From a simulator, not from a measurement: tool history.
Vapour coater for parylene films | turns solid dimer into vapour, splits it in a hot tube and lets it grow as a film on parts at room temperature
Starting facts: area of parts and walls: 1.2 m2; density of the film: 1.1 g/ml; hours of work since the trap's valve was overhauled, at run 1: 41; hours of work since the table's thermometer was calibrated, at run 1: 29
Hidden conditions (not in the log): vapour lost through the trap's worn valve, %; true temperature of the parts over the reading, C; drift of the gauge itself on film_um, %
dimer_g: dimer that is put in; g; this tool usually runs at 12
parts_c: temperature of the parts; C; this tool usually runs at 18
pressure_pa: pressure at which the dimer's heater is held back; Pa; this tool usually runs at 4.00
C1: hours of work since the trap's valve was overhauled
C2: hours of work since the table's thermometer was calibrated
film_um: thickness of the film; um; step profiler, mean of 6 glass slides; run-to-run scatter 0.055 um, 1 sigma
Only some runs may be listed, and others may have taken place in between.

{"run": 1, "hour": 0.0, "dimer_g": 12, "parts_c": 18, "pressure_pa": 4.0, "C1": 41, "C2": 29, "film_um": 6.47}
{"run": 2, "hour": 12.9, "dimer_g": 12, "parts_c": 18, "pressure_pa": 4.0, "C1": 49, "C2": 37, "film_um": 6.52}
{"run": 3, "hour": 26.0, "dimer_g": 12, "parts_c": 18, "pressure_pa": 4.0, "C1": 57, "C2": 45, "film_um": 6.41}
{"run": 4, "hour": 38.8, "dimer_g": 9, "parts_c": 18, "pressure_pa": 4.0, "C1": 65, "C2": 53, "film_um": 4.92}
{"run": 5, "hour": 48.1, "dimer_g": 9, "parts_c": 18, "pressure_pa": 4.0, "C1": 71, "C2": 58, "film_um": 4.81}
{"run": 6, "hour": 60.4, "dimer_g": 12, "parts_c": 13, "pressure_pa": 4.0, "C1": 78, "C2": 66, "film_um": 7.77}
{"run": 7, "hour": 72.4, "dimer_g": 12, "parts_c": 18, "pressure_pa": 4.0, "C1": 85, "C2": 73, "film_um": 6.51}
{"run": 8, "hour": 81.2, "dimer_g": 12, "parts_c": 18, "pressure_pa": 4.0, "C1": 91, "C2": 79, "film_um": 6.46}
{"run": 9, "hour": 92.2, "dimer_g": 12, "parts_c": 18, "pressure_pa": 4.0, "C1": 97, "C2": 85, "film_um": 6.47}
{"run": 10, "hour": 104.8, "dimer_g": 12, "parts_c": 30, "pressure_pa": 4.0, "C1": 105, "C2": 93, "film_um": 3.99}
{"run": 11, "hour": 117.0, "dimer_g": 12, "parts_c": 18, "pressure_pa": 4.0, "C1": 112, "C2": 100, "film_um": 6.41}
{"run": 12, "hour": 131.2, "dimer_g": 12, "parts_c": 18, "pressure_pa": 4.0, "C1": 121, "C2": 109, "film_um": 6.41}
{"run": 13, "hour": 138.1, "dimer_g": 12, "parts_c": 18, "pressure_pa": 4.0, "C1": 125, "C2": 113, "film_um": 6.48}
{"run": 14, "hour": 146.8, "dimer_g": 12, "parts_c": 18, "pressure_pa": 4.0, "C1": 130, "C2": 118, "film_um": 6.42}
{"run": 15, "hour": 153.4, "dimer_g": 12, "parts_c": 18, "pressure_pa": 4.0, "C1": 134, "C2": 122, "film_um": 6.48}
{"run": 16, "hour": 163.8, "dimer_g": 12, "parts_c": 18, "pressure_pa": 4.0, "C1": 141, "C2": 129, "film_um": 6.37}
{"run": 17, "hour": 176.8, "dimer_g": 5, "parts_c": 18, "pressure_pa": 4.0, "C1": 149, "C2": 136, "film_um": 2.68}
{"run": 18, "hour": 189.0, "dimer_g": 5, "parts_c": 18, "pressure_pa": 4.0, "C1": 156, "C2": 144, "film_um": 2.69}
{"run": 19, "hour": 198.4, "dimer_g": 12, "parts_c": 18, "pressure_pa": 2.55, "C1": 162, "C2": 150, "film_um": 6.55}
{"run": 20, "hour": 213.1, "dimer_g": 12, "parts_c": 16, "pressure_pa": 4.0, "C1": 171, "C2": 158, "film_um": 6.93}
{"run": 21, "hour": 226.6, "dimer_g": 12, "parts_c": 16, "pressure_pa": 4.0, "C1": 179, "C2": 167, "film_um": 6.88}
{"run": 22, "hour": 239.0, "dimer_g": 12, "parts_c": 16, "pressure_pa": 4.0, "C1": 186, "C2": 174, "film_um": 6.87}
{"run": 23, "hour": 250.5, "dimer_g": 12, "parts_c": 16, "pressure_pa": 4.0, "C1": 193, "C2": 181, "film_um": 6.98}
{"run": 24, "hour": 260.1, "dimer_g": 7, "parts_c": 21, "pressure_pa": 4.0, "C1": 199, "C2": 187, "film_um": 3.34}
{"run": 25, "hour": 273.5, "dimer_g": 18, "parts_c": 21, "pressure_pa": 5.29, "C1": 207, "C2": 195, "film_um": 8.37}
{"run": 26, "hour": 282.5, "dimer_g": 19, "parts_c": 15, "pressure_pa": 4.0, "C1": 213, "C2": 201, "film_um": 11.53}
{"run": 27, "hour": 293.4, "dimer_g": 19, "parts_c": 15, "pressure_pa": 4.0, "C1": 219, "C2": 207, "film_um": 11.63}
{"run": 28, "hour": 302.2, "dimer_g": 19, "parts_c": 15, "pressure_pa": 4.0, "C1": 225, "C2": 212, "film_um": 11.47}
{"run": 29, "hour": 313.2, "dimer_g": 19, "parts_c": 15, "pressure_pa": 4.0, "C1": 231, "C2": 219, "film_um": 11.52}
{"run": 30, "hour": 324.3, "dimer_g": 14, "parts_c": 19, "pressure_pa": 3.2, "C1": 238, "C2": 226, "film_um": 7.23}

Predict the results of run 31:
{"run": 31, "hour": 333.4, "dimer_g": 8, "parts_c": 18, "pressure_pa": 2.37, "C1": 244, "C2": 231, "film_um": "?"}

Logged for run 31: film_um 4.48 um.
Minus the tool's unlogged condition, the same run would have read film_um 4.49 um.

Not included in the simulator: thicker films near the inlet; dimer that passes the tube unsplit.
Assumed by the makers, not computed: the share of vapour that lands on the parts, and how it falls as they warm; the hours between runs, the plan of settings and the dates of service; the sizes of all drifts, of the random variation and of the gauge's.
